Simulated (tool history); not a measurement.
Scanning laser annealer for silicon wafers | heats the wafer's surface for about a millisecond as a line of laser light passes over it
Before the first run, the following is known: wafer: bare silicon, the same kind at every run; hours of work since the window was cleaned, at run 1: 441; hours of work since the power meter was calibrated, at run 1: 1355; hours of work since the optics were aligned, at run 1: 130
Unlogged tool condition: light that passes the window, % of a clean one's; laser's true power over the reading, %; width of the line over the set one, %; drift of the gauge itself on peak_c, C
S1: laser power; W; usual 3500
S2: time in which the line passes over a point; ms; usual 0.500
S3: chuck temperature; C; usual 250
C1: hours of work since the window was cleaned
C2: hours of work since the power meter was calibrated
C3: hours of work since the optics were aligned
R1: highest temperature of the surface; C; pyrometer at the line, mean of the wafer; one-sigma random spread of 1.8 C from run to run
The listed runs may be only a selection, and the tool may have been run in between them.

run    hour    S1     S2   S3   C1    C2    C3    R1
  1     0.0  3500  0.500  250  441  1355   130   991
  2    52.4  3500  0.500  279  471  1385   161  1019
  3    93.8  3500  0.500  279  495  1409   184  1023
  4   123.3  3500  0.500  279  512  1426   201  1019
  5   180.5  3500  0.500  250  544  1459   234   991
  6   222.6  3500  0.500  250  569  1483   258   990
  7   257.0  3500  0.500  250  588  1503   278   992
  8   297.6  3500  0.500  250  611  1526   301   987
  9   337.2  3500  0.575  250  634  1549   324  1043
 10   393.5  3500  0.588  250  666  1581   356  1051
 11   454.6  3500  0.500  250  701  1616   391   992
 12   497.8  3500  0.500  241  726  1641   416   980
 13   534.6  3500  0.500  241  747  1662   437   982
      578.5  -- window over the wafer cleaned
 14   580.8  3500  0.500  250    1  1687   462   990
 15   620.3  3500  0.500  250   24  1710   485   989
 16   683.5  3500  0.500  250   60  1746   521   989
 17   711.6  2998  0.500  250   76  1762   537   856
 18   742.2  3089  0.500  250   94  1779   554   883
 19   784.5  3089  0.500  250  118  1804   579   882
 20   836.6  3089  0.500  250  148  1833   608   882
 21   897.1  3089  0.500  250  182  1868   643   880
 22   958.1  3130  0.602  251  217  1903   678   955
 23  1019.8  3500  0.615  250  253  1938   713  1068
 24  1054.3  3500  0.615  250  273  1958   733  1070
 25  1109.9  3392  0.566  211  304  1990   765   967
 26  1177.4  3581  0.500  289  343  2029   804  1051
 27  1206.8  3500  0.362  250  360  2045   821   879
 28  1243.8  3500  0.362  250  381  2067   842   882
 29  1273.2  3500  0.362  250  398  2083   859   882
 30  1325.5  3664  0.362  250  428  2113   889   922
 31  1377.8  3664  0.362  250  458  2143   919   922
 32  1436.2  3590  0.500  222  491  2177   952   987
 33  1485.2  3590  0.487  281  519  2205   980  1038
 34  1533.6  3136  0.487  267  547  2233  1008   905
 35  1582.4  3500  0.380  251  575  2261  1036   895
 36  1640.5  3820  0.479  251  608  2294  1069  1057
 37  1698.7  3820  0.479  251  642  2327  1102  1061
 38  1760.4  3816  0.479  267  677  2363  1138  1076
 39  1816.1  3816  0.479  267  709  2394  1170  1077
 40  1867.8  3235  0.359  238  738  2424  1199   808
 41  1910.2  2996  0.485  250  763  2448  1223   849

For each entry between runs, how does the tool's hidden state at the last listed run before it compare with that at the first listed run after it?
From run 13 to run 14: window over the wafer cleaned (hour 578.5)
  light that passes the window, % of a clean one's: 99.94 -> 100
